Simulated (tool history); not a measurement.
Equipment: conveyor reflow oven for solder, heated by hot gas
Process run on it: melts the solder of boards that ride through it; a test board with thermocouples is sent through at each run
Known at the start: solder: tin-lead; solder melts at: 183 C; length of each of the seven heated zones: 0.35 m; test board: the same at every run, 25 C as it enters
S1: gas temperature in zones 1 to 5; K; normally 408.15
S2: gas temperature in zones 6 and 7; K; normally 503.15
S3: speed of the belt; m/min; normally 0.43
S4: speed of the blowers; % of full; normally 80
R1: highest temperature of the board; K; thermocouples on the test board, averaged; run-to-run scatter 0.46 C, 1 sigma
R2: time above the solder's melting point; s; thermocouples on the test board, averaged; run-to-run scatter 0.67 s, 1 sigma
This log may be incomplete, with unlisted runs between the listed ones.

| run | hour | S1 | S2 | S3 | S4 | R1 | R2 |
|---|---|---|---|---|---|---|---|
| 1 | 0 | 408.15 | 503.15 | 0.43 | 80 | 492.45 | 75 |
| 2 | 85 | 408.15 | 503.15 | 0.43 | 80 | 491.15 | 76.3 |
| 3 | 158.4 | 408.15 | 503.15 | 0.43 | 80 | 491.65 | 74.2 |
|  | 174 | flux residue cleaned out of gas plates and filters |
| 4 | 212 | 408.15 | 503.15 | 0.43 | 79 | 492.05 | 75.1 |
| 5 | 255.5 | 408.15 | 503.15 | 0.43 | 79 | 492.35 | 75.9 |
| 6 | 338 | 408.15 | 503.15 | 0.43 | 80 | 491.85 | 74.2 |
| 7 | 422 | 408.15 | 503.15 | 0.43 | 80 | 492.25 | 75.8 |
| 8 | 494.8 | 408.15 | 503.15 | 0.43 | 80 | 492.75 | 75.4 |
| 9 | 566.9 | 408.15 | 503.15 | 0.377 | 80 | 495.45 | 90.4 |
| 10 | 608.6 | 408.15 | 499.15 | 0.476 | 80 | 486.55 | 61.7 |
| 11 | 689.5 | 417.15 | 503.15 | 0.43 | 52 | 485.85 | 72.1 |
| 12 | 732.9 | 417.15 | 503.15 | 0.366 | 63 | 493.75 | 94.7 |
| 13 | 786.2 | 417.15 | 503.15 | 0.366 | 63 | 493.95 | 95.1 |

Predict each of these 4 candidate next runs independently; none follows another, all start after run 13:
| A | 867.4 | 409.15 | 508.15 | 0.366 | 86 | ? | ? |
| B | 867.4 | 408.15 | 503.15 | 0.498 | 66 | ? | ? |
| C | 867.4 | 408.15 | 503.15 | 0.366 | 52 | ? | ? |
| D | 867.4 | 417.15 | 506.15 | 0.366 | 63 | ? | ? |

| run | R1 | R2 |
|---|---|---|
| A | 500.45 | 98.9 |
| B | 485.15 | 55.9 |
| C | 489.45 | 85.5 |
| D | 496.85 | 98.7 |
What these runs would have given with no unlogged condition in the tool:
| run | R1 | R2 |
|---|---|---|
| A | 500.55 | 98.9 |
| B | 485.25 | 56 |
| C | 489.55 | 85.5 |
| D | 496.95 | 98.7 |
